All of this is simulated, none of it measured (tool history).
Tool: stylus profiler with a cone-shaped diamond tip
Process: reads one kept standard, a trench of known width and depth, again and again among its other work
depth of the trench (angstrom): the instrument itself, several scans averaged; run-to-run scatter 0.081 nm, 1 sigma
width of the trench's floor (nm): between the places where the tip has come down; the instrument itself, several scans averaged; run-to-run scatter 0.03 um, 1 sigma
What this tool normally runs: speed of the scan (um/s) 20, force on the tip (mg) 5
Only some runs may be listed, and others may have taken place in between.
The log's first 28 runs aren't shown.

run      day  speed of the scan (um/s)  force on the tip (mg)  scans with this tip  hours of work since the height scale was calibrated  depth of the trench (angstrom)  width of the trench's floor (nm)
       112.1  -- height scale calibrated on a step standard, once more
 29  113.388                        45                  13.62                 4854                                                   14                          2040.2                             27570
 30  116.533                        11                  12.38                 5165                                                   47                          2037.1                             27570
 31  119.254                        11                  12.38                 5433                                                   75                          2036.9                             27610
 32  124.417                        14                      5                 5943                                                  129                          2019.8                             27510
 33  128.575                         7                   12.1                 6353                                                  173                          2034.6                             27430
 34  132.362                         7                   12.1                 6727                                                  213                          2035.7                             27430
 35  134.879                         7                   12.1                 6975                                                  239                          2033.2                             27400
 36  138.992                        10                   2.94                 7381                                                  282                          2011.4                             27370
 37  143.617                         7                      5                 7838                                                  331                            2018                             27300
 38  146.562                         7                      5                 8128                                                  362                          2015.8                             27320
 39  148.962                        11                   4.22                 8365                                                  387                          2015.5                             27290
     151.367  -- new tip fitted, height scale calibrated
 40  153.717                        32                    2.2                  232                                                   25                          2011.3                             28030
 41  159.179                        10                  10.33                  772                                                   82                          2032.5                             28120
 42  161.496                        18                   8.53                 1000                                                  106                          2029.4                             28100
 43  166.433                        18                   8.53                 1488                                                  158                          2028.7                             28060
 44   171.95                        18                   8.53                 2032                                                  216                          2028.5                             27980
 45  174.204                        18                   8.53                 2255                                                  240                          2028.1                             27940
 46    178.7                        26                  13.78                 2698                                                  287                          2038.5                             27850

Each row is a separate what-if for the run after 46, all from the same tool condition, not one after another. Results?
  A  183.083                        62                  13.78                 3131                                                  333                               ?                                 ?
  B  183.083                        26                   7.88                 3131                                                  333                               ?                                 ?
  C  183.083                        20                   5.24                 3131                                                  333                               ?                                 ?

run  depth of the trench (angstrom)  width of the trench's floor (nm)
  A                          2039.9                             27750
  B                          2025.9                             27810
  C                          2016.8                             27800
Had the tool no hidden state, the same runs would have come out as:
run  depth of the trench (angstrom)  width of the trench's floor (nm)
  A                          2042.9                             28150
  B                          2028.9                             28200
  C                          2019.8                             28200
